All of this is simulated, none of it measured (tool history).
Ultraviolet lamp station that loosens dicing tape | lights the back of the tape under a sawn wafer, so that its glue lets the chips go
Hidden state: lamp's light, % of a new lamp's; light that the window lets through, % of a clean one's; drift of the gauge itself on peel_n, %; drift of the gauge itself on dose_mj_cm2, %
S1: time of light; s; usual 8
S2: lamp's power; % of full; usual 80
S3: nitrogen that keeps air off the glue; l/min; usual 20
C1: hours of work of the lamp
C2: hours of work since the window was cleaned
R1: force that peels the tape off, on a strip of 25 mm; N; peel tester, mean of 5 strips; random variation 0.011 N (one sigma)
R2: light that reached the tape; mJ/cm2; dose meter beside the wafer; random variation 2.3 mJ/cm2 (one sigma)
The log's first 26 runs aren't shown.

{"run": 27, "hour": 181.1, "S1": 5, "S2": 83, "S3": 30, "C1": 109, "C2": 206, "R1": 0.96, "R2": 137}
{"run": 28, "hour": 187.4, "S1": 9, "S2": 63, "S3": 30, "C1": 112, "C2": 209, "R1": 0.556, "R2": 189}
{"run": 29, "hour": 191.5, "S1": 6, "S2": 77, "S3": 20, "C1": 114, "C2": 210, "R1": 0.992, "R2": 154}
{"run": 30, "hour": 201.2, "S1": 6, "S2": 77, "S3": 20, "C1": 119, "C2": 215, "R1": 0.94, "R2": 154}
{"run": 31, "hour": 205.6, "S1": 9, "S2": 80, "S3": 20, "C1": 121, "C2": 217, "R1": 0.438, "R2": 240}
{"run": 32, "hour": 213.1, "S1": 11, "S2": 80, "S3": 36, "C1": 124, "C2": 221, "R1": 0.215, "R2": 290}
{"run": 33, "hour": 220.7, "S1": 11, "S2": 80, "S3": 36, "C1": 128, "C2": 224, "R1": 0.216, "R2": 293}
{"run": 34, "hour": 226.0, "S1": 11, "S2": 80, "S3": 36, "C1": 130, "C2": 227, "R1": 0.216, "R2": 289}
{"run": 35, "hour": 234.6, "S1": 15, "S2": 80, "S3": 7, "C1": 134, "C2": 231, "R1": 0.361, "R2": 396}
{"run": 36, "hour": 239.8, "S1": 7, "S2": 68, "S3": 9, "C1": 136, "C2": 233, "R1": 1.437, "R2": 153}
{"run": 37, "hour": 247.8, "S1": 5, "S2": 80, "S3": 29, "C1": 140, "C2": 237, "R1": 0.979, "R2": 133}
{"run": 38, "hour": 256.8, "S1": 5, "S2": 80, "S3": 29, "C1": 144, "C2": 241, "R1": 1.013, "R2": 128}
{"run": 39, "hour": 260.8, "S1": 5, "S2": 80, "S3": 29, "C1": 146, "C2": 243, "R1": 1.04, "R2": 132}

4 ways to go on from here, each from the tool as it stands after run 39. What would each give?
{"run": "A", "hour": 268.6, "S1": 8, "S2": 80, "S3": 24, "C1": 150, "C2": 246, "R1": "?", "R2": "?"}
{"run": "B", "hour": 268.6, "S1": 4, "S2": 79, "S3": 12, "C1": 150, "C2": 246, "R1": "?", "R2": "?"}
{"run": "C", "hour": 268.6, "S1": 7, "S2": 80, "S3": 24, "C1": 150, "C2": 246, "R1": "?", "R2": "?"}
{"run": "D", "hour": 268.6, "S1": 13, "S2": 72, "S3": 39, "C1": 150, "C2": 246, "R1": "?", "R2": "?"}

run=A R1=0.496 R2=209
run=B R1=1.997 R2=105
run=C R1=0.652 R2=182
run=D R1=0.190 R2=303
Without the tool's hidden state the same runs would have given:
run=A R1=0.416 R2=228
run=B R1=1.838 R2=115
run=C R1=0.555 R2=198
run=D R1=0.170 R2=331
